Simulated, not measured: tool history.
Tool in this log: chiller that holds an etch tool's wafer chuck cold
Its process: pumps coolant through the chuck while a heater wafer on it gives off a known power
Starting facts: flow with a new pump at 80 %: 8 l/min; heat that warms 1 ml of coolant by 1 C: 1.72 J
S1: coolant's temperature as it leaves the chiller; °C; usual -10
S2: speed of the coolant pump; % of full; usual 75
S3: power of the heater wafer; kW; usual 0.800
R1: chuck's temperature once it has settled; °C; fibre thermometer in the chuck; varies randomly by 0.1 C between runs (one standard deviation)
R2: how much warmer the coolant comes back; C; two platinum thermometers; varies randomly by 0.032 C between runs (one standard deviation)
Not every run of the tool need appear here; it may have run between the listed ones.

{"run": 1, "day": 0.0, "S1": -10, "S2": 75, "S3": 0.8, "R1": -1.6, "R2": 3.68}
{"run": 2, "day": 0.754, "S1": -20, "S2": 75, "S3": 0.8, "R1": -11.5, "R2": 3.66}
{"run": 3, "day": 1.554, "S1": -20, "S2": 75, "S3": 1.171, "R1": -7.9, "R2": 5.43}
{"run": 4, "day": 2.925, "S1": -20, "S2": 75, "S3": 1.171, "R1": -7.9, "R2": 5.49}
{"run": 5, "day": 4.679, "S1": -20, "S2": 75, "S3": 1.171, "R1": -8.0, "R2": 5.43}
{"run": 6, "day": 5.675, "S1": -19, "S2": 75, "S3": 1.171, "R1": -7.0, "R2": 5.45}
{"run": 7, "day": 7.129, "S1": -10, "S2": 72, "S3": 0.8, "R1": -1.4, "R2": 3.96}
{"run": 8, "day": 8.262, "S1": -10, "S2": 79, "S3": 0.55, "R1": -4.6, "R2": 2.46}
{"run": 9, "day": 9.412, "S1": -4, "S2": 77, "S3": 0.8, "R1": 4.2, "R2": 3.67}
{"run": 10, "day": 10.988, "S1": -4, "S2": 77, "S3": 0.8, "R1": 4.2, "R2": 3.72}
{"run": 11, "day": 12.446, "S1": -4, "S2": 77, "S3": 0.8, "R1": 4.1, "R2": 3.72}
{"run": 12, "day": 13.596, "S1": -4, "S2": 77, "S3": 0.861, "R1": 4.8, "R2": 3.99}
{"run": 13, "day": 14.946, "S1": -12, "S2": 79, "S3": 0.408, "R1": -8.0, "R2": 1.89}
{"run": 14, "day": 16.658, "S1": -4, "S2": 79, "S3": 0.8, "R1": 3.9, "R2": 3.62}

For some of the steps in R2 from one run to the next: how much would appear even if the tool had no hidden state, given the settings, what came in and random variation, and how much remains for the hidden state plus any gauge scatter that the measured result and the result without hidden state don't share?
Hidden conditions of the tool in this case: heat passed by the chuck's channels, % of clean ones'; flow at a given pump speed, % of a new pump's; coolant's true temperature over the reading, C; drift of the gauge itself on chuck_c, C; drift of the gauge itself on warmer_back_c, C.
Run 10 -> 11: no setting changed, nothing entered. R2 +0.00 C: hidden state +0.02, all else -0.02.
Run 12 -> 13: S1 -4 -> -12, S2 77 -> 79, S3 0.861 -> 0.408. R2 -2.10 C: hidden state +0.00, all else -2.10.

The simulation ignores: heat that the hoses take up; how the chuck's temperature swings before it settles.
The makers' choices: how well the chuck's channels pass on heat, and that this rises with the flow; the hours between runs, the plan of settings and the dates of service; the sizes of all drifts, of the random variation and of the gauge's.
